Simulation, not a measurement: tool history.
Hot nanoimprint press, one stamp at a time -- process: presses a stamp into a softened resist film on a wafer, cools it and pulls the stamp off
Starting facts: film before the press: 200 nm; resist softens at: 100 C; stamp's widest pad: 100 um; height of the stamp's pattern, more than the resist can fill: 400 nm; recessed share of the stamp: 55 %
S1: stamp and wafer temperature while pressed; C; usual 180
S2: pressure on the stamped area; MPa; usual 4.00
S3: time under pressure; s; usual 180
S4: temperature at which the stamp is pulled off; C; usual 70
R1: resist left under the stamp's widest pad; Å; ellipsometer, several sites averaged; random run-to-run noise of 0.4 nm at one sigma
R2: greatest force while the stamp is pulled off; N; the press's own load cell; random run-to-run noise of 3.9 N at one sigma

{"run": 1, "hour": 0.0, "S1": 180, "S2": 4.0, "S3": 180, "S4": 70, "R1": 940, "R2": 332}
{"run": 2, "hour": 8.2, "S1": 180, "S2": 4.0, "S3": 180, "S4": 70, "R1": 941, "R2": 342}
{"run": 3, "hour": 15.1, "S1": 180, "S2": 4.0, "S3": 180, "S4": 70, "R1": 936, "R2": 326}
{"run": 4, "hour": 25.3, "S1": 180, "S2": 4.0, "S3": 180, "S4": 70, "R1": 947, "R2": 348}
{"run": 5, "hour": 30.5, "S1": 170, "S2": 4.0, "S3": 180, "S4": 70, "R1": 1228, "R2": 353}
{"run": 6, "hour": 40.6, "S1": 170, "S2": 4.0, "S3": 180, "S4": 70, "R1": 1219, "R2": 348}
{"run": 7, "hour": 50.5, "S1": 180, "S2": 4.0, "S3": 180, "S4": 68, "R1": 940, "R2": 377}
{"run": 8, "hour": 59.1, "S1": 180, "S2": 4.0, "S3": 180, "S4": 64, "R1": 942, "R2": 392}
{"run": 9, "hour": 65.9, "S1": 180, "S2": 4.0, "S3": 180, "S4": 64, "R1": 952, "R2": 400}
{"run": 10, "hour": 74.2, "S1": 180, "S2": 4.0, "S3": 180, "S4": 64, "R1": 938, "R2": 391}
{"run": 11, "hour": 79.7, "S1": 180, "S2": 4.0, "S3": 180, "S4": 64, "R1": 944, "R2": 399}
{"run": 12, "hour": 87.3, "S1": 180, "S2": 4.0, "S3": 180, "S4": 64, "R1": 945, "R2": 396}
{"run": 13, "hour": 92.8, "S1": 180, "S2": 4.0, "S3": 180, "S4": 70, "R1": 948, "R2": 355}
{"run": 14, "hour": 101.6, "S1": 180, "S2": 4.0, "S3": 152, "S4": 70, "R1": 1005, "R2": 358}
{"hour": 105.6, "done": "plate thermocouple calibrated"}
{"run": 15, "hour": 111.3, "S1": 180, "S2": 4.0, "S3": 293, "S4": 64, "R1": 798, "R2": 406}
{"run": 16, "hour": 117.7, "S1": 180, "S2": 4.0, "S3": 293, "S4": 64, "R1": 807, "R2": 413}
{"run": 17, "hour": 126.4, "S1": 180, "S2": 4.0, "S3": 293, "S4": 64, "R1": 804, "R2": 429}
{"run": 18, "hour": 134.3, "S1": 180, "S2": 4.0, "S3": 293, "S4": 64, "R1": 811, "R2": 408}
{"run": 19, "hour": 144.4, "S1": 180, "S2": 2.83, "S3": 225, "S4": 60, "R1": 1054, "R2": 448}
{"run": 20, "hour": 152.3, "S1": 189, "S2": 2.83, "S3": 225, "S4": 60, "R1": 839, "R2": 455}
{"run": 21, "hour": 159.1, "S1": 189, "S2": 2.83, "S3": 225, "S4": 60, "R1": 840, "R2": 462}

The next listed run, before its measurement:
{"run": 22, "hour": 167.3, "S1": 169, "S2": 2.83, "S3": 225, "S4": 67, "R1": "?", "R2": "?"}

R1: 1374 Å
R2: 412 N
Without the tool's hidden state the same run would have given R1 1351 Å, R2 203 N.
